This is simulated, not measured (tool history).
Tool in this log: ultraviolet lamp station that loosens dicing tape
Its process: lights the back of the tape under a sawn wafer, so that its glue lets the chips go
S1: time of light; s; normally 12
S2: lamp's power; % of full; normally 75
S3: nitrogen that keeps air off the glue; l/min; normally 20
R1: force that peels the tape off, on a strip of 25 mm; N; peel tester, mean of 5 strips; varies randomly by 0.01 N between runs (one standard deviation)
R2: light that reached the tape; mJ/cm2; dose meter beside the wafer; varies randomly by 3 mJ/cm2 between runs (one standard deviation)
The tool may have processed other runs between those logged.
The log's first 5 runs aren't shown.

Run 6, day 9.521: usual settings but S2 94 % of full. Result: R1 0.307 N, R2 556 mJ/cm2.
Run 7, day 10.662: usual settings. Result: R1 0.475 N, R2 444 mJ/cm2.
Run 8, day 11.542: usual settings. Result: R1 0.466 N, R2 445 mJ/cm2.
Run 9, day 13.300: usual settings. Result: R1 0.453 N, R2 441 mJ/cm2.
Run 10, day 15.454: usual settings. Result: R1 0.464 N, R2 439 mJ/cm2.
At day 16.733: lamp changed.
Run 11, day 17.625: usual settings. Result: R1 0.459 N, R2 446 mJ/cm2.
Run 12, day 19.054: usual settings. Result: R1 0.459 N, R2 438 mJ/cm2.
Run 13, day 20.238: usual settings. Result: R1 0.459 N, R2 447 mJ/cm2.
Run 14, day 22.004: usual settings. Result: R1 0.441 N, R2 447 mJ/cm2.
Run 15, day 22.883: usual settings but S3 8 l/min. Result: R1 0.706 N, R2 447 mJ/cm2.
Run 16, day 23.933: usual settings but S3 8 l/min. Result: R1 0.695 N, R2 438 mJ/cm2.
Run 17, day 25.388: usual settings but S3 8 l/min. Result: R1 0.714 N, R2 436 mJ/cm2.
Run 18, day 27.250: usual settings but S3 8 l/min. Result: R1 0.732 N, R2 441 mJ/cm2.
Run 19, day 28.771: usual settings but S3 11 l/min. Result: R1 0.635 N, R2 442 mJ/cm2.
Run 20, day 29.900: usual settings but S3 11 l/min. Result: R1 0.573 N, R2 443 mJ/cm2.
Run 21, day 31.896: usual settings but S2 67 % of full. Result: R1 0.574 N, R2 399 mJ/cm2.
Run 22, day 33.092: usual settings but S1 17 s. Result: R1 0.249 N, R2 622 mJ/cm2.
At day 33.238: window cleaned of glue's vapour.
Run 23, day 34.721: usual settings but S1 17 s, S2 96 % of full, S3 7 l/min. Result: R1 0.241 N, R2 796 mJ/cm2.
Run 24, day 36.638: usual settings but S2 83 % of full, S3 28 l/min. Result: R1 0.332 N, R2 489 mJ/cm2.

The next listed run, before its measurement:
Run 25, day 37.683: usual settings but S2 83 % of full, S3 28 l/min. Result: R1 ?, R2 ?.

Run 25 produced R1 0.335 N, R2 488 mJ/cm2.
The same run, on a tool lacking any hidden state, would have yielded R1 0.334 N, R2 488 mJ/cm2.

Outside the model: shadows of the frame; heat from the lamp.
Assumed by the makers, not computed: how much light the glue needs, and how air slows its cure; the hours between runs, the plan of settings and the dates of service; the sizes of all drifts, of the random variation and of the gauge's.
